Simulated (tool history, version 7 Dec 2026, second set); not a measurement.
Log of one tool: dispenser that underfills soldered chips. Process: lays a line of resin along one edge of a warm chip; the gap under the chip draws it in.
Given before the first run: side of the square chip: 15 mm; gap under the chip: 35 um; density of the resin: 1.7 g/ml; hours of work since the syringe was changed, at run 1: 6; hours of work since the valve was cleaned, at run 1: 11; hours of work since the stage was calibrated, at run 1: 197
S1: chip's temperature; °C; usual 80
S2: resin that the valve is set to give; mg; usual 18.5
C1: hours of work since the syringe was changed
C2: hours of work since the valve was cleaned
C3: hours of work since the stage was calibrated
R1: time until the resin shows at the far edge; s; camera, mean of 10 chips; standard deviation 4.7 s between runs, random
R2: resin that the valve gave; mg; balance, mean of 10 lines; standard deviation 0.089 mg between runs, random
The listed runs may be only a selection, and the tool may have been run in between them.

| run | hour | S1 | S2 | C1 | C2 | C3 | R1 | R2 |
|---|---|---|---|---|---|---|---|---|
| 1 | 0.0 | 80 | 18.5 | 6 | 11 | 197 | 613.2 | 18.49 |
| 2 | 4.8 | 80 | 16.8 | 9 | 14 | 201 | 764.4 | 16.64 |
|  | 5.7 | new syringe of resin |
| 3 | 10.7 | 80 | 16.8 | 4 | 18 | 205 | 550.8 | 16.61 |
| 4 | 18.1 | 80 | 16.8 | 9 | 23 | 210 | 743.9 | 16.50 |
|  | 20.2 | new syringe of resin |
| 5 | 23.2 | 73 | 18.5 | 2 | 26 | 213 | 671.6 | 17.99 |
| 6 | 26.3 | 73 | 18.5 | 4 | 29 | 215 | 756.8 | 17.96 |
| 7 | 33.3 | 73 | 18.5 | 9 | 34 | 220 | 1028.3 | 17.88 |
|  | 34.6 | new syringe of resin |
| 8 | 37.7 | 73 | 18.5 | 2 | 36 | 223 | 680.9 | 17.82 |
| 9 | 44.8 | 67 | 18.4 | 7 | 41 | 228 | 1201.8 | 17.57 |
|  | 48.7 | new syringe of resin |
| 10 | 50.3 | 81 | 22.4 | 1 | 45 | 232 | 431.8 | 21.51 |
| 11 | 56.0 | 81 | 22.4 | 5 | 49 | 236 | 547.6 | 21.46 |
| 12 | 61.0 | 81 | 22.4 | 9 | 53 | 239 | 659.5 | 21.16 |
|  | 62.8 | new syringe of resin |
| 13 | 64.5 | 77 | 16.0 | 1 | 55 | 242 | 573.1 | 15.18 |
| 14 | 69.1 | 68 | 20.3 | 4 | 58 | 245 | 944.6 | 19.24 |
| 15 | 75.7 | 81 | 19.1 | 9 | 63 | 249 | 710.9 | 18.09 |
|  | 77.1 | new syringe of resin |
| 16 | 80.2 | 80 | 17.0 | 2 | 66 | 252 | 513.7 | 16.14 |

A few steps of R1 between consecutive runs. Split each: what settings, incoming material and random variation would produce without the hidden state, and what is left over for the hidden state, along with gauge scatter present in only one of the two compared results (measured, and without hidden state):
The tool's hidden condition here consists of: resin's viscosity, % of fresh resin's; dose that the valve gives, % of what is set; true chip temperature over the reading, C; drift of the gauge itself on fill_s, %; drift of the gauge itself on given_mg, %.
Run 9 -> 10: S1 67 -> 81, S2 18.4 -> 22.4, new syringe of resin. R1 -770.0 s: hidden state -352.4, all else -417.6.
